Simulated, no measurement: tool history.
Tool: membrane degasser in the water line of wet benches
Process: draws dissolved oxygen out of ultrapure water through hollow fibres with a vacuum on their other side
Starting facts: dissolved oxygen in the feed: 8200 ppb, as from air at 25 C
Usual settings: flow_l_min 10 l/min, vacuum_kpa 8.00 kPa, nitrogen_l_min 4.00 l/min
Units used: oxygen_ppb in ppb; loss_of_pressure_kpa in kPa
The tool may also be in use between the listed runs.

run	hour	flow_l_min	vacuum_kpa	nitrogen_l_min	oxygen_ppb	loss_of_pressure_kpa
1	0.0	10	8.00	4.00	360.2	37.34
2	62.9	10	8.00	4.00	364.3	36.94
3	119.4	10	8.00	4.00	356.8	37.29
4	173.9	10	8.00	4.00	357.1	37.50
5	226.3	10	8.00	4.00	359.2	37.04
6	259.6	10	8.00	4.00	361.8	37.45
7	299.4	10	8.00	4.00	361.6	37.52
8	349.5	10	8.00	2.00	379.1	37.71
9	390.7	10	8.00	2.00	385.7	37.80
10	430.9	7	10.10	1.80	183.4	26.16
11	458.0	6	8.00	2.64	96.8	22.63
12	505.2	6	8.00	2.64	99.1	22.74
13	543.1	13	8.00	4.00	631.2	48.89
14	590.3	10	14.65	10.83	361.8	37.65
15	617.4	10	14.65	10.83	355.4	37.56
16	668.0	8	5.23	1.69	205.3	30.09
17	720.8	11	5.23	4.45	425.1	41.57

Consider 4 possible next runs. They are alternatives, not a sequence: every one starts from the tool as it was left by run 17. What does each give?
A	747.9	9	6.15	4.45	?	?
B	747.9	10	6.80	4.00	?	?
C	747.9	11	9.95	4.45	?	?
D	747.9	6	8.00	7.27	?	?

run	oxygen_ppb	loss_of_pressure_kpa
A	265.8	33.95
B	353.8	37.88
C	450.9	41.79
D	80.6	22.62
Without the tool's hidden state the same runs would have given:
run	oxygen_ppb	loss_of_pressure_kpa
A	265.6	33.40
B	353.6	37.27
C	450.6	41.11
D	80.5	22.25

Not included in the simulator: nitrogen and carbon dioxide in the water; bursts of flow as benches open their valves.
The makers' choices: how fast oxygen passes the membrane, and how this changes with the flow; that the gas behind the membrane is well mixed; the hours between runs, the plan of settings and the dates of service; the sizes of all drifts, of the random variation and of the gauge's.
